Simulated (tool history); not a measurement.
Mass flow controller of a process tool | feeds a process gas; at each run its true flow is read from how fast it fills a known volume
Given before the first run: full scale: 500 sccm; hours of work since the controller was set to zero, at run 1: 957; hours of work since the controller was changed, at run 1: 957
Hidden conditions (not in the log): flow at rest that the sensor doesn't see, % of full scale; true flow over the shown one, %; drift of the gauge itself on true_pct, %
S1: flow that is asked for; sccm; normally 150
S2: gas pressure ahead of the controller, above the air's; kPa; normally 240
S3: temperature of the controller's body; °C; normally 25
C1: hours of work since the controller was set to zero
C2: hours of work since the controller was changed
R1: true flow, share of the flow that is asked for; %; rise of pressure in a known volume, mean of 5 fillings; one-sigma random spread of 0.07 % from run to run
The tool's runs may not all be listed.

run,hour,S1,S2,S3,C1,C2,R1
1,0.0,150,240,25,957,957,98.96
2,56.4,150,240,25,981,981,99.26
3,113.3,150,240,25,1005,1005,99.34
4,192.8,150,240,25,1040,1040,99.63
5,233.0,150,240,25,1057,1057,99.83
6,291.3,150,240,25,1082,1082,100.02
7,332.3,150,240,25,1100,1100,100.05
8,379.2,150,240,35,1120,1120,99.24
9,443.8,150,240,25,1148,1148,100.47
10,511.8,150,240,25,1177,1177,100.79
11,582.9,150,240,25,1207,1207,101.11
12,627.4,150,240,25,1226,1226,101.06
13,678.7,150,240,25,1249,1249,101.31
14,751.4,150,260,29,1280,1280,101.25
# hour 793.9: gauge calibrated
15,798.6,150,160,36,1300,1300,97.50
16,854.9,102,186,24,1324,1324,99.00
17,903.9,157,143,24,1345,1345,99.12
18,947.3,73,195,25,1364,1364,99.19
19,1028.4,73,240,24,1399,1399,99.60
20,1115.3,61,202,35,1436,1436,98.60
21,1162.6,322,152,24,1457,1457,100.60
22,1228.0,304,228,25,1485,1485,100.91
23,1276.3,304,228,25,1505,1505,101.11
24,1327.6,84,156,33,1527,1527,99.47
25,1378.8,150,226,25,1549,1549,100.94
26,1451.9,150,226,23,1581,1581,101.53

Branching from run 26: 3 alternative next runs. What would each branch give?
A,1523.7,150,226,33,1612,1612,?
B,1523.7,181,226,23,1612,1612,?
C,1523.7,407,240,25,1612,1612,?

run,R1
A,100.49
B,101.61
C,102.28
Had the tool no hidden state, the same runs would have come out as:
run,R1
A,98.06
B,99.15
C,99.81

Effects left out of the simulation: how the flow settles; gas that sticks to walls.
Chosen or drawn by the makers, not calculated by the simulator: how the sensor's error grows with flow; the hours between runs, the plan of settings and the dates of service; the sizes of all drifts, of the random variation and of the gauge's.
